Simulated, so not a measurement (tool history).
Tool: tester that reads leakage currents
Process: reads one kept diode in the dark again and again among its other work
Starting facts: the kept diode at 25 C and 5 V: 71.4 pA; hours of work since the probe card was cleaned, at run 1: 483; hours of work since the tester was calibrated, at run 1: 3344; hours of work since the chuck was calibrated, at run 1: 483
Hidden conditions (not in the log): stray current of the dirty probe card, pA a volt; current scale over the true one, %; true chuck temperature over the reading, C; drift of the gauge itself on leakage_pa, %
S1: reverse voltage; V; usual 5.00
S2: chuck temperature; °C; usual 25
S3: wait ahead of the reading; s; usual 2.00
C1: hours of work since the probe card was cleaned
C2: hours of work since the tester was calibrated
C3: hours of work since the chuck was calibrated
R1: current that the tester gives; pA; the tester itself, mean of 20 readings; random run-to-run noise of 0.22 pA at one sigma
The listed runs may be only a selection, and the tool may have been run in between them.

run      day    S1  S2    S3    C1    C2    C3      R1
  1    0.000  5.00  25  2.00   483  3344   483   75.66
  2    5.812  5.00  25  2.00   579  3440   579   76.21
  3   10.071  5.00  25  2.00   650  3511   650   77.35
  4   17.862  5.00  25  2.00   779  3640   779   77.97
  5   26.075  5.00  25  2.00   915  3776   915   78.83
  6   33.212  5.00  25  2.00  1033  3894  1033   79.77
  7   36.546  5.00  25  2.00  1088  3949  1088   80.13
  8   44.517  5.00  25  2.00  1220  4081  1220   81.41
  9   49.238  5.00  25  2.00  1298  4159  1298   81.87
      52.400  -- probe card cleaned and baked
 10   53.188  5.00  25  2.00    13  4223  1362   74.91
      55.638  -- tester calibrated
 11   57.550  5.00  25  1.20    84    32  1433   78.59
 12   65.600  5.00  25  1.20   217   165  1566   79.27
 13   69.225  5.00  25  8.17   277   225  1626   78.81
 14   73.104  5.00  25  8.17   341   289  1690   79.38
 15   79.825  1.04  36  5.48   453   401  1802  107.23
 16   84.896  1.23  36  9.38   537   484  1885  112.99
 17   88.588  1.23  36  9.38   598   546  1947  114.26
 18   92.900  5.71  34  4.54   669   617  2018  169.42
 19  100.221  9.55  31  2.60   790   738  2139  166.41
 20  105.112  4.93  29  2.60   871   819  2220  112.45
 21  108.896  4.93  29  2.60   934   882  2283  113.53
 22  113.617  2.10  50  0.59  1012   960  2361  381.55
     114.675  -- chuck's temperature calibrated
 23  117.917  2.10  50  0.59  1082  1030    54  351.26
 24  121.754  2.24  40  0.83  1146  1093   117  178.25
 25  128.100  7.46  42  4.36  1251  1198   222  317.83
     134.571  -- probe card cleaned and baked
 26  134.829  7.46  42  4.36     4  1308   332  308.52
 27  142.421  5.00  31  0.49   130  1433   457  121.94

Branching from run 27: 4 alternative next runs. What would each branch give?
  A  150.012  17.50  36  0.77  256  1559  583   ?
  B  150.012   5.00  47  2.00  256  1559  583   ?
  C  150.012   5.67  60  0.49  256  1559  583   ?
  D  150.012   2.07  31  3.31  256  1559  583   ?

run      R1
  A  277.82
  B  387.01
  C  971.56
  D   88.00
Without the tool's unlogged condition, the same runs would have read:
run      R1
  A  266.47
  B  376.47
  C  949.23
  D   85.07
